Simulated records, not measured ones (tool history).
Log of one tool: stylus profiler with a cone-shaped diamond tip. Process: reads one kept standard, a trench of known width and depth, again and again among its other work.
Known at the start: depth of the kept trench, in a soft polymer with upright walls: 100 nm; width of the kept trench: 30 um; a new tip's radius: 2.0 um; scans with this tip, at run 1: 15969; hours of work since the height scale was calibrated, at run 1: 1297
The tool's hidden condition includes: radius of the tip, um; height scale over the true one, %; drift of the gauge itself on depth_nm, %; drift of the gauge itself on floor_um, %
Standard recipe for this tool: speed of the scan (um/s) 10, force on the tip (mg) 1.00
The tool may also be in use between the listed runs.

run    hour  speed of the scan (um/s)  force on the tip (mg)  scans with this tip  hours of work since the height scale was calibrated  depth of the trench (angstrom)  width of the trench's floor (µm)
  1     0.0                        10                   1.00                15969                                                 1297                          1007.9                             28.67
  2    28.1                         4                   1.00                16246                                                 1319                          1007.6                             28.72
  3    45.7                        10                   1.98                16419                                                 1333                          1011.7                             28.68
  4    67.3                        10                   1.98                16631                                                 1350                          1012.2                             28.65
  5    99.1                        10                   1.98                16943                                                 1376                          1012.1                             28.67
  6   123.2                        10                   1.98                17180                                                 1395                          1012.3                             28.76
  7   156.5                        10                   1.98                17507                                                 1422                          1011.6                             28.66
  8   197.7                        10                   0.41                17912                                                 1454                          1003.3                             28.60
      203.6  -- height scale calibrated on a step standard
  9   223.9                        10                   1.00                18165                                                   16                          1007.2                             28.62
 10   246.3                        10                   1.00                18385                                                   34                          1008.2                             28.68
 11   272.9                        10                   1.00                18646                                                   55                          1008.0                             28.69
 12   308.0                        10                   1.00                18990                                                   83                          1007.5                             28.64
 13   333.7                        10                   1.19                19243                                                  104                          1009.3                             28.63
 14   364.4                        10                   1.19                19545                                                  128                          1008.8                             28.73
 15   406.3                         5                   1.19                19956                                                  162                          1008.9                             28.67
 16   442.7                        10                   1.00                20314                                                  191                          1007.9                             28.68
 17   475.3                        10                   1.00                20634                                                  217                          1008.1                             28.67
 18   509.9                        10                   1.00                20975                                                  244                          1007.7                             28.67
 19   533.2                        10                   1.00                21203                                                  263                          1007.3                             28.59
 20   559.8                        10                   0.52                21464                                                  284                          1004.2                             28.66
 21   577.7                        10                   0.44                21641                                                  299                          1003.9                             28.64
 22   613.4                        11                   1.00                21992                                                  327                          1006.9                             28.67
 23   639.5                        14                   1.00                22248                                                  348                          1007.2                             28.65
 24   666.6                        14                   1.00                22514                                                  369                          1007.3                             28.67
 25   699.1                        14                   1.00                22834                                                  395                          1007.3                             28.64
 26   723.2                        14                   1.00                23070                                                  415                          1008.4                             28.60
 27   760.2                        25                   1.00                23434                                                  444                          1007.6                             28.56
 28   799.0                         4                   2.36                23815                                                  475                          1012.7                             28.75
 29   842.5                        12                   0.66                24243                                                  510                          1005.7                             28.61
 30   862.8                        12                   0.66                24443                                                  526                          1005.7                             28.62
 31   893.7                         6                   1.22                24745                                                  551                          1008.7                             28.67
 32   919.0                        12                   0.60                24994                                                  571                          1005.1                             28.65
 33   950.8                         4                   1.29                25307                                                  596                          1008.7                             28.68
 34   991.6                        11                   1.28                25708                                                  629                          1008.5                             28.66
 35  1011.1                        11                   1.28                25899                                                  644                          1008.4                             28.64
 36  1052.9                        26                   1.34                26310                                                  678                          1009.8                             28.61
 37  1089.7                        26                   1.34                26671                                                  707                          1007.7                             28.57
 38  1111.6                        26                   1.34                26887                                                  725                          1009.1                             28.56
 39  1147.1                         4                   2.44                27235                                                  753                          1012.5                             28.69
 40  1187.1                         4                   2.44                27629                                                  785                          1014.1                             28.69
 41  1216.1                        10                   2.40                27913                                                  808                          1013.5                             28.69
     1258.4  -- new tip fitted, height scale calibrated
 42  1259.8                        10                   0.75                   14                                                    1                          1006.2                             28.71
 43  1302.8                        30                   0.42                  437                                                   35                          1003.9                             28.43
 44  1336.3                        30                   0.42                  766                                                   62                          1005.1                             28.46
 45  1361.9                         6                   0.46                 1017                                                   83                          1005.1                             28.70
 46  1386.1                        39                   1.48                 1256                                                  102                          1009.4                             28.56

3 options for the next run, each taken on its own from the tool as it stands now. Forecast them:
  A  1404.1                        39                   1.41                 1432                                                  116                               ?                                 ?
  B  1404.1                        39                   0.62                 1432                                                  116                               ?                                 ?
  C  1404.1                         3                   2.81                 1432                                                  116                               ?                                 ?

run  depth of the trench (angstrom)  width of the trench's floor (µm)
  A                          1010.4                             28.53
  B                          1004.7                             28.42
  C                          1014.7                             28.71
Without the tool's unlogged condition, the same runs would have read:
run  depth of the trench (angstrom)  width of the trench's floor (µm)
  A                          1010.4                             28.53
  B                          1004.7                             28.42
  C                          1014.7                             28.71
